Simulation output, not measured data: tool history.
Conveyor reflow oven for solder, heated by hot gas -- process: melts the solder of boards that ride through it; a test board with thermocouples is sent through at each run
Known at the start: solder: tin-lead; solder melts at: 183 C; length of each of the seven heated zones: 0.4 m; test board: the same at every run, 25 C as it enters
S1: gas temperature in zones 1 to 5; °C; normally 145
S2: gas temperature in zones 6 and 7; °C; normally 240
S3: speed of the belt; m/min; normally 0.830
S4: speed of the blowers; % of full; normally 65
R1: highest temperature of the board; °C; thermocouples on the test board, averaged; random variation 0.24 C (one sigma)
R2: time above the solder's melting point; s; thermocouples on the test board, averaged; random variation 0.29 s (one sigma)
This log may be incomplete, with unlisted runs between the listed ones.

| run | hour | S1 | S2 | S3 | S4 | R1 | R2 |
|---|---|---|---|---|---|---|---|
| 1 | 0.0 | 145 | 240 | 0.830 | 65 | 222.6 | 48.5 |
| 2 | 12.9 | 145 | 240 | 0.830 | 65 | 222.5 | 48.6 |
| 3 | 26.3 | 145 | 240 | 0.830 | 65 | 222.2 | 48.6 |
| 4 | 40.3 | 145 | 240 | 0.830 | 65 | 222.3 | 48.1 |
| 5 | 48.8 | 145 | 240 | 0.830 | 65 | 222.8 | 48.1 |
| 6 | 61.0 | 145 | 240 | 0.830 | 65 | 221.9 | 48.1 |
| 7 | 71.3 | 145 | 240 | 0.830 | 65 | 222.2 | 48.1 |
|  | 81.5 | flux residue cleaned out of gas plates and filters |
| 8 | 88.1 | 145 | 240 | 0.830 | 65 | 224.0 | 49.4 |
| 9 | 98.1 | 145 | 240 | 0.830 | 65 | 223.8 | 48.8 |
| 10 | 111.8 | 145 | 252 | 0.830 | 86 | 238.5 | 55.3 |
| 11 | 129.0 | 135 | 251 | 0.830 | 65 | 231.3 | 50.3 |
| 12 | 141.8 | 152 | 240 | 0.830 | 51 | 221.2 | 49.6 |

For run 13, what comes out?
| 13 | 150.7 | 152 | 253 | 0.716 | 51 | ? | ? |

Run 13 measured R1 237.5 °C, R2 66.3 s.
With the hidden condition absent and the run-to-run variation left alone, this run would have shown R1 236.4 °C, R2 64.8 s.
